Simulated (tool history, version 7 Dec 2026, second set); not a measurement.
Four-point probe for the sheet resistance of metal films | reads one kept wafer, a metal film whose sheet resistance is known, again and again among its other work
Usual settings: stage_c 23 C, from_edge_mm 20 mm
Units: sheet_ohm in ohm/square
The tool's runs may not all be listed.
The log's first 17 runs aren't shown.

Run 18, hour 999.2: usual settings but stage_c 20 C. Result: sheet_ohm 0.058427 ohm/square.
Run 19, hour 1058.5: usual settings but stage_c 19 C. Result: sheet_ohm 0.058514 ohm/square.
At hour 1067.1: stage's thermometer calibrated.
Run 20, hour 1099.0: usual settings but stage_c 19 C. Result: sheet_ohm 0.058648 ohm/square.
Run 21, hour 1162.4: usual settings but stage_c 19 C. Result: sheet_ohm 0.058633 ohm/square.
Run 22, hour 1236.1: usual settings but from_edge_mm 12 mm. Result: sheet_ohm 0.058595 ohm/square.
Run 23, hour 1316.4: usual settings but from_edge_mm 12 mm. Result: sheet_ohm 0.058617 ohm/square.
Run 24, hour 1372.2: usual settings but stage_c 33 C, from_edge_mm 56 mm. Result: sheet_ohm 0.057693 ohm/square.
At hour 1419.6: stage's thermometer calibrated, once more.
Run 25, hour 1422.9: usual settings but stage_c 33 C, from_edge_mm 56 mm. Result: sheet_ohm 0.057344 ohm/square.
Run 26, hour 1464.8: usual settings but stage_c 22 C, from_edge_mm 8 mm. Result: sheet_ohm 0.058734 ohm/square.
Run 27, hour 1532.7: usual settings but stage_c 19 C, from_edge_mm 14 mm. Result: sheet_ohm 0.058360 ohm/square.
Run 28, hour 1572.3: usual settings but stage_c 26 C. Result: sheet_ohm 0.057812 ohm/square.
Run 29, hour 1644.8: usual settings but stage_c 28 C, from_edge_mm 13 mm. Result: sheet_ohm 0.057887 ohm/square.
Run 30, hour 1726.0: usual settings but stage_c 28 C, from_edge_mm 11 mm. Result: sheet_ohm 0.057998 ohm/square.
Run 31, hour 1810.4: usual settings but stage_c 28 C, from_edge_mm 39 mm. Result: sheet_ohm 0.057577 ohm/square.
Run 32, hour 1886.7: usual settings but stage_c 28 C, from_edge_mm 39 mm. Result: sheet_ohm 0.057602 ohm/square.
Run 33, hour 1925.2: usual settings but stage_c 27 C, from_edge_mm 7 mm. Result: sheet_ohm 0.058626 ohm/square.
Run 34, hour 1994.8: usual settings but stage_c 25 C, from_edge_mm 7 mm. Result: sheet_ohm 0.058753 ohm/square.
Run 35, hour 2041.4: usual settings but stage_c 22 C, from_edge_mm 13 mm. Result: sheet_ohm 0.058203 ohm/square.
Run 36, hour 2106.3: usual settings but stage_c 20 C. Result: sheet_ohm 0.058159 ohm/square.
Run 37, hour 2176.0: usual settings but stage_c 20 C. Result: sheet_ohm 0.058149 ohm/square.
Run 38, hour 2214.7: usual settings but stage_c 30 C, from_edge_mm 55 mm. Result: sheet_ohm 0.057449 ohm/square.
Run 39, hour 2265.9: usual settings but stage_c 32 C, from_edge_mm 6 mm. Result: sheet_ohm 0.058681 ohm/square.
Run 40, hour 2319.9: usual settings but stage_c 28 C, from_edge_mm 6 mm. Result: sheet_ohm 0.058900 ohm/square.

Run 41 comes next. What will it give?
Run 41, hour 2395.9: usual settings but from_edge_mm 24 mm. Result: sheet_ohm ?.

Run 41 gave sheet_ohm 0.057935 ohm/square.
Without the tool's hidden state the same run would have given sheet_ohm 0.058101 ohm/square.
